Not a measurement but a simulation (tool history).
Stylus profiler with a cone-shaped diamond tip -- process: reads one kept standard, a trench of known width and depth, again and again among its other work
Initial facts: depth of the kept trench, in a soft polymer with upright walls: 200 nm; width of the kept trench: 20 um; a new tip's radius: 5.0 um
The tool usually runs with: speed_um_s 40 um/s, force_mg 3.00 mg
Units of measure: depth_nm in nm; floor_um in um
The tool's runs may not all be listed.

run,hour,speed_um_s,force_mg,depth_nm,floor_um
1,0.0,40,3.00,204.51,16.11
2,65.5,40,6.73,207.30,16.19
3,129.1,40,6.73,207.18,16.09
4,201.4,40,6.73,207.18,16.08
5,276.7,40,3.00,204.77,16.07
6,362.7,21,3.00,204.57,16.11
7,452.8,21,3.00,204.73,16.10
8,502.6,21,3.00,204.52,16.05
9,576.1,21,3.00,204.90,16.12
10,674.0,21,3.00,204.81,16.06
# hour 679.4: height scale calibrated on a step standard
11,768.5,40,3.00,203.84,15.97
12,875.2,40,3.00,203.64,15.96
13,938.7,13,3.00,203.66,16.08
14,1014.2,40,3.00,203.81,15.89
15,1070.5,40,3.00,203.77,15.92
16,1126.4,40,3.00,203.90,15.87
17,1198.6,40,3.00,204.05,15.90
18,1243.0,40,3.00,203.94,15.88
19,1314.3,96,2.01,202.84,15.42
20,1413.4,47,2.32,203.18,15.75
21,1515.5,47,2.32,203.37,15.77
22,1574.1,54,1.34,202.24,15.58
23,1618.7,24,6.79,206.82,15.96
24,1705.0,22,4.60,205.23,15.86
25,1796.3,85,1.10,202.10,15.25
26,1896.8,45,3.70,204.72,15.79
27,1973.8,79,3.00,203.86,15.51
28,2080.4,100,1.14,202.28,15.05
29,2180.3,100,1.14,202.20,15.00
# hour 2215.9: new tip fitted, height scale calibrated
30,2265.5,64,4.32,204.74,16.82
31,2345.0,64,4.32,204.83,16.83
32,2399.9,74,3.00,203.86,16.63
33,2445.3,74,1.50,202.38,16.57
34,2502.6,69,2.08,202.87,16.61
35,2584.0,21,1.62,202.67,16.92

Below, some changes in depth_nm between adjacent runs. For each, the amount present without the hidden state too (settings, incoming material, random variation) and the amount remaining for the hidden state with gauge scatter not shared by both compared results:
Unlogged tool condition in this case: radius of the tip, um; height scale over the true one, %; drift of the gauge itself on depth_nm, %; drift of the gauge itself on floor_um, %.
Run 1 -> 2: force_mg 3.00 -> 6.73. depth_nm +2.79 nm: hidden state +0.03, all else +2.76.
Run 10 -> 11: speed_um_s 21 -> 40, height scale calibrated on a step standard. depth_nm -0.97 nm: hidden state -0.95, all else -0.02.
Run 22 -> 23: speed_um_s 54 -> 24, force_mg 1.34 -> 6.79. depth_nm +4.58 nm: hidden state +0.02, all else +4.56.
Run 24 -> 25: speed_um_s 22 -> 85, force_mg 4.60 -> 1.10. depth_nm -3.13 nm: hidden state +0.01, all else -3.14.
Run 29 -> 30: speed_um_s 100 -> 64, force_mg 1.14 -> 4.32, new tip fitted, height scale calibrated. depth_nm +2.54 nm: hidden state -0.29, all else +2.83.

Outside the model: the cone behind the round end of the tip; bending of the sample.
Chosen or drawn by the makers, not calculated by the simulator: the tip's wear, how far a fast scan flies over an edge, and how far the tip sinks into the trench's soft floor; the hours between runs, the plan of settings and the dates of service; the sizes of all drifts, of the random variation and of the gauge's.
